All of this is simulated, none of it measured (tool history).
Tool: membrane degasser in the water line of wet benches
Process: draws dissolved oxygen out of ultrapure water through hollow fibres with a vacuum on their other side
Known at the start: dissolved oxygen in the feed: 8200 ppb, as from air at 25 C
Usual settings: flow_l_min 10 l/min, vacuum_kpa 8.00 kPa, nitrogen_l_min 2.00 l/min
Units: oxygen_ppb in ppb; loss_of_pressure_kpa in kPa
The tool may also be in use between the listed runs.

run,hour,flow_l_min,vacuum_kpa,nitrogen_l_min,oxygen_ppb,loss_of_pressure_kpa
1,0.0,10,8.00,2.00,75.9,26.16
2,82.7,10,8.00,2.00,77.2,26.10
3,232.2,10,8.00,2.00,79.2,26.58
4,389.0,10,5.75,2.00,50.4,26.41
5,526.4,10,8.00,2.00,77.5,26.16
6,656.3,10,8.00,2.00,77.7,26.53
7,744.1,10,8.00,2.00,77.6,26.18
8,900.1,10,8.00,2.00,78.5,26.35
9,1002.8,10,8.00,2.00,78.0,26.71
10,1157.6,10,8.00,2.00,79.8,26.27
11,1249.4,10,8.00,2.00,79.1,26.72
12,1395.2,10,8.00,2.00,76.9,26.70
13,1469.8,10,8.00,0.94,140.6,26.38
14,1603.9,10,13.12,2.00,138.2,26.27
15,1704.9,10,13.12,2.00,141.9,26.48
16,1796.0,10,13.12,2.00,138.8,26.47
17,1901.2,6,18.17,3.11,76.2,16.15
18,2005.8,6,5.42,1.95,22.0,15.93
19,2144.6,6,5.42,1.95,22.2,15.99
20,2210.7,6,5.42,3.06,14.9,15.95
21,2353.1,6,9.83,2.75,40.6,15.72
22,2488.3,13,6.02,1.90,92.1,34.69
23,2646.1,13,6.02,1.90,92.1,34.43
# hour 2683.0: vacuum gauge calibrated
24,2793.5,13,6.02,1.90,88.2,34.88
25,2863.4,13,6.02,1.90,88.0,34.97
26,2993.7,13,6.02,1.90,87.1,34.51
27,3100.2,13,6.02,1.90,89.9,34.65
28,3194.3,9,19.02,3.12,124.7,23.78
29,3326.9,9,19.02,3.12,123.1,24.08
30,3445.0,10,10.01,2.00,102.5,26.62
31,3604.7,7,6.32,3.11,23.4,18.74

3 ways to go on from here, each from the tool as it stands after run 31. What would each give?
A,3724.5,14,8.00,2.00,?,?
B,3724.5,7,6.32,1.24,?,?
C,3724.5,7,6.32,1.05,?,?

run,oxygen_ppb,loss_of_pressure_kpa
A,132.2,37.26
B,49.2,18.82
C,57.9,18.97
Without the tool's hidden state the same runs would have given:
run,oxygen_ppb,loss_of_pressure_kpa
A,120.5,35.77
B,46.1,18.07
C,54.4,18.21
